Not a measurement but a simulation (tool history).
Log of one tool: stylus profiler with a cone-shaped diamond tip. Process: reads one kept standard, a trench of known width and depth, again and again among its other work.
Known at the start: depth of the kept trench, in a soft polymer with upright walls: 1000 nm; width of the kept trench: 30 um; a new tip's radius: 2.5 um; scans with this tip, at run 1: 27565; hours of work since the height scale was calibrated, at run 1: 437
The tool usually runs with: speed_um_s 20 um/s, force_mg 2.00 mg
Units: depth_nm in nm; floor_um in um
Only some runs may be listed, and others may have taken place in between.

run,hour,speed_um_s,force_mg,scans with this tip,hours of work since the height scale was calibrated,depth_nm,floor_um
1,0.0,20,2.00,27565,437,1008.54,24.46
2,93.3,20,2.00,28078,483,1008.42,24.40
3,182.5,20,0.79,28569,527,1005.32,24.31
4,273.8,20,0.79,29070,572,1005.63,24.33
5,395.7,20,0.79,29740,633,1005.89,24.32
6,448.7,20,0.79,30032,659,1005.64,24.26
7,518.2,12,2.00,30413,693,1009.18,24.41
8,606.0,12,2.00,30896,737,1009.66,24.38
9,696.4,12,2.00,31393,781,1009.54,24.32
10,782.2,12,0.99,31864,824,1007.02,24.29
11,841.0,12,0.99,32188,853,1007.29,24.20
12,963.3,20,2.00,32860,914,1010.06,24.20
13,1015.6,20,2.00,33148,939,1010.09,24.23
# hour 1064.4: height scale calibrated on a step standard
14,1094.3,20,2.00,33578,15,1007.46,24.16
15,1150.3,20,2.00,33885,43,1007.12,24.15
16,1269.1,20,2.00,34538,101,1007.68,24.15
17,1355.6,20,2.00,35014,144,1008.02,24.08
18,1454.1,20,2.00,35555,193,1008.14,24.09
# hour 1492.7: new tip fitted, height scale calibrated
19,1513.8,20,2.00,116,10,1006.82,25.82
20,1613.7,76,2.00,665,60,1006.95,25.43
21,1686.8,76,2.00,1067,96,1006.93,25.44
22,1786.6,76,5.68,1616,146,1014.05,25.57
23,1862.6,20,1.20,2034,183,1005.80,25.66
24,1988.8,20,1.20,2727,246,1005.49,25.57
25,2078.1,75,2.59,3218,290,1008.94,25.32
26,2150.1,38,4.51,3614,326,1012.93,25.57
27,2207.5,38,4.51,3929,354,1012.91,25.54
28,2325.2,38,4.51,4576,412,1013.33,25.51
29,2452.8,20,2.04,5278,475,1008.54,25.50
30,2509.0,16,2.93,5586,503,1010.29,25.55
31,2560.7,6,1.08,5871,529,1006.10,25.55
32,2638.1,50,0.78,6296,567,1005.31,25.08
33,2759.0,6,2.00,6961,627,1008.54,25.49
34,2843.6,20,2.96,7425,669,1010.89,25.38
35,2944.6,20,0.79,7981,719,1005.50,25.27
36,3049.9,20,0.79,8560,771,1005.72,25.25
37,3124.7,20,1.66,8971,808,1008.60,25.20
38,3212.0,15,3.89,9451,851,1013.27,25.28
39,3336.2,15,3.89,10133,913,1013.58,25.24
40,3427.4,78,2.54,10634,958,1011.25,24.88
# hour 3439.4: height scale calibrated on a step standard
41,3481.4,78,4.97,10928,21,1013.00,25.01
42,3569.9,18,2.12,11415,65,1007.24,25.13
43,3638.2,18,2.12,11790,98,1007.24,25.14
44,3717.3,5,0.68,12225,138,1003.92,25.15
45,3783.7,40,0.68,12590,170,1003.74,24.80

Consider 3 possible next runs. They are alternatives, not a sequence: every one starts from the tool as it was left by run 45. What does each give?
A,3849.4,7,0.68,12951,203,?,?
B,3849.4,7,1.19,12951,203,?,?
C,3849.4,8,1.54,12951,203,?,?

run,depth_nm,floor_um
A,1003.95,25.14
B,1005.66,25.04
C,1006.37,25.14
With no hidden state in the tool, these same runs would have given:
run,depth_nm,floor_um
A,1003.66,25.97
B,1005.36,25.87
C,1006.08,25.97
